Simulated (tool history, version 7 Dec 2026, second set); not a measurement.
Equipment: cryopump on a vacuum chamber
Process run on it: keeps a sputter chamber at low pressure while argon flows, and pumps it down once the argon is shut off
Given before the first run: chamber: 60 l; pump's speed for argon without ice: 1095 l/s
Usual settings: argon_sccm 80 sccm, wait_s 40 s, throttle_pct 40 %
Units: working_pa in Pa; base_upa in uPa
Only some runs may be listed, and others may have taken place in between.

run     day  argon_sccm  wait_s  throttle_pct  working_pa  base_upa
  1   0.000          80      40            40      0.3267      1.82
  2   0.750          80      40            40      0.3297      1.77
  3   1.554          80      40            40      0.3303      1.81
  4   2.617          80      40            40      0.3291      1.82
  5   3.296          80      40            40      0.3295      1.84
  6   4.704          58      40            40      0.2408      1.83
  7   5.492          80      40            16      0.7953      1.87
  8   6.892          80      40            16      0.7961      1.90
  9   8.062          80      40            40      0.3322      1.88
 10   8.896          80      40            40      0.3347      1.92
 11   9.558          80      40            40      0.3350      1.93
 12  10.804          80      40            40      0.3331      1.94
     11.300  -- pump warmed up, emptied and cooled again
 13  12.204          80      40            40      0.3102      1.86
 14  12.850          80      40            40      0.3102      1.91
 15  13.933          80      40            19      0.6540      1.83
 16  14.704          80      40            19      0.6503      1.81
 17  15.883          80      40            19      0.6525      1.90
 18  16.867          80      40            19      0.6526      1.89
 19  18.108          80      40            58      0.2181      1.91
 20  18.738          80      27            40      0.3129      2.48
 21  19.754          80      27            40      0.3104      2.46
 22  20.483          80      56            20      0.6248      1.55
 23  21.625          80     220            23      0.5448      0.87
 24  22.900          80     220            44      0.2885      0.88
 25  24.254          80     220            44      0.2867      0.89
 26  25.367          64     220            44      0.2301      0.93
 27  26.679          43     220            36      0.1880      0.89
 28  27.983          53      91            23      0.3592      1.31
 29  29.238          80      49            29      0.4365      1.75
 30  30.479          57      90            15      0.5936      1.29
 31  31.092          57      90            15      0.5952      1.33
 32  32.329          80      40            30      0.4231      2.04
 33  33.308          80      40            30      0.4230      2.00
 34  34.496          42      33            16      0.4111      2.34

Each run again, without the hidden state but with its own random variation kept:
The tool's hidden condition here consists of: pump's speed, % of a pump's without ice; cold plate's temperature, K; leak into the chamber, uPa l/s; drift of the gauge itself on working_pa, %; drift of the gauge itself on base_upa, %.
run  working_pa  base_upa
  1      0.3061      1.55
  2      0.3087      1.51
  3      0.3089      1.53
  4      0.3073      1.53
  5      0.3074      1.55
  6      0.2242      1.53
  7      0.7721      1.55
  8      0.7722      1.57
  9      0.3078      1.53
 10      0.3098      1.56
 11      0.3098      1.56
 12      0.3075      1.55
 13      0.3076      1.57
 14      0.3074      1.61
 15      0.6509      1.53
 16      0.6468      1.50
 17      0.6486      1.57
 18      0.6484      1.56
 19      0.2134      1.56
 20      0.3081      2.13
 21      0.3052      2.10
 22      0.6193      1.19
 23      0.5389      0.49
 24      0.2821      0.49
 25      0.2798      0.48
 26      0.2243      0.51
 27      0.1839      0.47
 28      0.3538      0.86
 29      0.4277      1.29
 30      0.5870      0.82
 31      0.5885      0.85
 32      0.4131      1.55
 33      0.4127      1.51
 34      0.4054      1.83
